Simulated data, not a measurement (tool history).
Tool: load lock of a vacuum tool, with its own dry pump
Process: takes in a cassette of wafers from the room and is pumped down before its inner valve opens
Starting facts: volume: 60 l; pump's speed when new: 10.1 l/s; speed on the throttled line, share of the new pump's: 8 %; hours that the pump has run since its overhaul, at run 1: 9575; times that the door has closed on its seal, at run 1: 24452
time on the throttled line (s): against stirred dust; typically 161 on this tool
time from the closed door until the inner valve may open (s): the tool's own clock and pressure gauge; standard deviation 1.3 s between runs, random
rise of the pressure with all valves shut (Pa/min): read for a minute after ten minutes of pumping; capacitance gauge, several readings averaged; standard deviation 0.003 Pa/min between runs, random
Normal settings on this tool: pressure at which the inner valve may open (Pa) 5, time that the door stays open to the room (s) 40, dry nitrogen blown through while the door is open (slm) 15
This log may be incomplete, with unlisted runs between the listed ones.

run     hour  time on the throttled line (s)  pressure at which the inner valve may open (Pa)  time that the door stays open to the room (s)  dry nitrogen blown through while the door is open (slm)  hours that the pump has run since its overhaul  times that the door has closed on its seal  incoming humidity of the room's air, %  time from the closed door until the inner valve may open (s)  rise of the pressure with all valves shut (Pa/min)
  1      0.0                             161                                                5                                             40                                                       15                                            9575                                       24452                                    43.9                                                         216.3                                               0.172
  2    359.6                             161                                                5                                             40                                                       15                                            9934                                       26247                                    47.8                                                         214.0                                               0.182
  3    644.0                             161                                                5                                            106                                                       15                                           10219                                       27666                                    49.0                                                         216.5                                               0.216
  4   1060.7                             161                                                5                                            106                                                       15                                           10635                                       29746                                    43.3                                                         217.0                                               0.225
  5   1432.5                             161                                                5                                             40                                                       15                                           11007                                       31601                                    47.5                                                         217.7                                               0.238
  6   1700.7                             161                                                4                                             40                                                       15                                           11275                                       32940                                    46.8                                                         218.7                                               0.250
  7   2057.7                             161                                                4                                             40                                                       15                                           11632                                       34722                                    45.5                                                         217.7                                               0.263
  8   2342.6                             161                                                4                                             40                                                       15                                           11917                                       36144                                    42.7                                                         218.1                                               0.289
  9   2640.2                             161                                                4                                             40                                                       15                                           12215                                       37629                                    43.3                                                         216.9                                               0.304
 10   2856.5                             161                                                4                                             40                                                       15                                           12431                                       38709                                    49.0                                                         219.9                                               0.314
 11   3101.2                             161                                                5                                             40                                                       15                                           12676                                       39930                                    45.8                                                         217.6                                               0.328
 12   3453.3                             161                                                5                                             40                                                       15                                           13028                                       41687                                    45.3                                                         214.9                                               0.361
      3577.7  -- door's seal changed, seat wiped
 13   3678.5                             161                                                5                                             40                                                       15                                           13252                                         503                                    45.9                                                         218.4                                               0.027
 14   4065.1                             161                                                5                                             40                                                       15                                           13638                                        2432                                    48.4                                                         217.0                                               0.034
 15   4456.2                             161                                                5                                             40                                                       15                                           14029                                        4384                                    48.3                                                         215.9                                               0.047
 16   4857.8                             161                                                5                                             31                                                       15                                           14431                                        6389                                    47.6                                                         216.1                                               0.044
 17   5145.0                             161                                                5                                             31                                                       15                                           14718                                        7822                                    44.1                                                         218.6                                               0.051
 18   5463.0                             161                                                5                                             31                                                       15                                           15036                                        9409                                    47.9                                                         218.9                                               0.059
 19   5728.7                              92                                                9                                             62                                                        5                                           15302                                       10735                                    44.1                                                         152.1                                               0.084
 20   5979.9                              92                                                9                                             62                                                        5                                           15553                                       11989                                    46.1                                                         151.2                                               0.091
 21   6396.5                             102                                                5                                             61                                                       26                                           15970                                       14068                                    41.0                                                         166.2                                               0.083
 22   6778.5                              96                                                5                                            238                                                       20                                           16352                                       15975                                    42.8                                                         161.0                                               0.115
 23   7143.1                             161                                                7                                             40                                                       15                                           16716                                       17794                                    43.4                                                         215.4                                               0.109
 24   7573.8                             161                                                7                                             40                                                       15                                           17147                                       19944                                    44.7                                                         218.6                                               0.124
 25   7928.6                             161                                                7                                            140                                                       15                                           17502                                       21715                                    42.3                                                         216.7                                               0.148
 26   8184.2                             161                                                5                                            188                                                       15                                           17757                                       22991                                    46.8                                                         225.0                                               0.174
 27   8464.7                             161                                                5                                            188                                                       15                                           18038                                       24390                                    45.3                                                         220.5                                               0.178
 28   8670.3                             161                                                5                                            188                                                       15                                           18243                                       25417                                    48.3                                                         223.8                                               0.196
 29   8997.0                             308                                                6                                             40                                                       23                                           18570                                       27047                                    42.7                                                         351.9                                               0.177
 30   9195.1                             208                                                6                                             40                                                       23                                           18768                                       28036                                    47.3                                                         264.4                                               0.195
 31   9608.1                             208                                                5                                            126                                                       23                                           19181                                       30097                                    46.5                                                         262.8                                               0.228
 32   9899.8                              91                                                5                                             26                                                        7                                           19473                                       31553                                    46.6                                                         159.5                                               0.231
 33  10118.9                             156                                                4                                             93                                                       11                                           19692                                       32646                                    44.7                                                         220.8                                               0.255
 34  10350.6                             161                                                5                                             40                                                       15                                           19924                                       33803                                    43.0                                                         224.6                                               0.254
 35  10662.9                             161                                                5                                             40                                                       15                                           20236                                       35362                                    48.9                                                         221.2                                               0.271
 36  11059.7                             161                                                8                                            151                                                       15                                           20633                                       37342                                    44.5                                                         219.1                                               0.317

3 options for the next run, each taken on its own from the tool as it stands now. Forecast them:
  A  11436.9                             161                                                8                                            151                                                       29                                           21010                                       39225                                    46.4                                                             ?                                                   ?
  B  11436.9                             161                                                4                                             56                                                       13                                           21010                                       39225                                    45.5                                                             ?                                                   ?
  C  11436.9                             104                                                6                                             36                                                       15                                           21010                                       39225                                    40.7                                                             ?                                                   ?

run  time from the closed door until the inner valve may open (s)  rise of the pressure with all valves shut (Pa/min)
  A                                                         221.3                                               0.334
  B                                                         225.0                                               0.326
  C                                                         173.2                                               0.320
Stripped of hidden state, with their random variation kept, the same runs would have yielded:
run  time from the closed door until the inner valve may open (s)  rise of the pressure with all valves shut (Pa/min)
  A                                                         206.1                                               0.034
  B                                                         207.9                                               0.031
  C                                                         155.5                                               0.023

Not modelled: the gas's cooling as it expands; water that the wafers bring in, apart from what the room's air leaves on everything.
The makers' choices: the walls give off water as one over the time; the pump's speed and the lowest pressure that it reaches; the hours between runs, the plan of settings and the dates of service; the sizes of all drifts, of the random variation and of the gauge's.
